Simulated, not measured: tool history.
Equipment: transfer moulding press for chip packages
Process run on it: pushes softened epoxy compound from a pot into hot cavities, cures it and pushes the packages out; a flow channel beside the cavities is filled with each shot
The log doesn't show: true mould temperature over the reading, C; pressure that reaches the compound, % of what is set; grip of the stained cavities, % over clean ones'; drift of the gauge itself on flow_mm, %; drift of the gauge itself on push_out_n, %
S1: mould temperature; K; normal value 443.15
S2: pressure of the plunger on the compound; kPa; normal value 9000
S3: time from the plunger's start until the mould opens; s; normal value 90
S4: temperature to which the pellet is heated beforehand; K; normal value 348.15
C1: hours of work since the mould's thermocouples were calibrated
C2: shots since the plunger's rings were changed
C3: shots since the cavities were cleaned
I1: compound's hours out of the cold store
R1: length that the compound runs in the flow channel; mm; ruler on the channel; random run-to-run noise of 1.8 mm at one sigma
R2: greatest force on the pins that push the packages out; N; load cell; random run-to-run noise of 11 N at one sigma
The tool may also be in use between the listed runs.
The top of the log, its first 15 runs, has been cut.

-- day=7.875 plunger's sealing rings changed
run 16 day=8.046 | S1=443.15 S2=9000 S3=76 S4=355.15 | C1=326 C2=35 C3=963 | I1=44.1 | R1=771 R2=1057
run 17 day=8.55 | S1=435.15 S2=9940 S3=95 S4=347.15 | C1=331 C2=138 C3=1066 | I1=19.1 | R1=956 R2=1354
-- day=8.854 cavities cleaned with cleaning compound and waxed
run 18 day=9.288 | S1=435.15 S2=9940 S3=95 S4=347.15 | C1=337 C2=276 C3=88 | I1=8.3 | R1=1007 R2=921
run 19 day=9.988 | S1=443.15 S2=9000 S3=90 S4=346.15 | C1=344 C2=419 C3=231 | I1=14.4 | R1=898 R2=620
run 20 day=10.725 | S1=441.15 S2=9000 S3=82 S4=348.15 | C1=351 C2=570 C3=382 | I1=25 | R1=850 R2=877
run 21 day=11.338 | S1=441.15 S2=9000 S3=82 S4=348.15 | C1=357 C2=694 C3=506 | I1=15.5 | R1=900 R2=1027
run 22 day=11.967 | S1=444.15 S2=9000 S3=70 S4=348.15 | C1=364 C2=822 C3=634 | I1=36.8 | R1=794 R2=1088
run 23 day=12.425 | S1=444.15 S2=9000 S3=70 S4=348.15 | C1=368 C2=916 C3=728 | I1=46.3 | R1=756 R2=1112
run 24 day=12.896 | S1=438.15 S2=9490 S3=102 S4=348.15 | C1=373 C2=1012 C3=824 | I1=31.4 | R1=857 R2=854
run 25 day=13.221 | S1=438.15 S2=7970 S3=72 S4=357.15 | C1=376 C2=1079 C3=891 | I1=41 | R1=748 R2=1655
run 26 day=13.725 | S1=438.15 S2=10380 S3=72 S4=341.15 | C1=381 C2=1181 C3=993 | I1=36.5 | R1=875 R2=1882
run 27 day=14.183 | S1=437.15 S2=10010 S3=90 S4=349.15 | C1=386 C2=1275 C3=1087 | I1=31.2 | R1=885 R2=1253

Predict the results of run 28:
-- day=14.329 cavities cleaned with cleaning compound and waxed
run 28 day=14.733 | S1=443.15 S2=9000 S3=113 S4=348.15 | C1=390 C2=1374 C3=82 | I1=41.3 | R1=? R2=?

{"run 28": {"R1": 776, "R2": 419}}
Without the tool's hidden state the same run would have given R1 786 mm, R2 379 N.
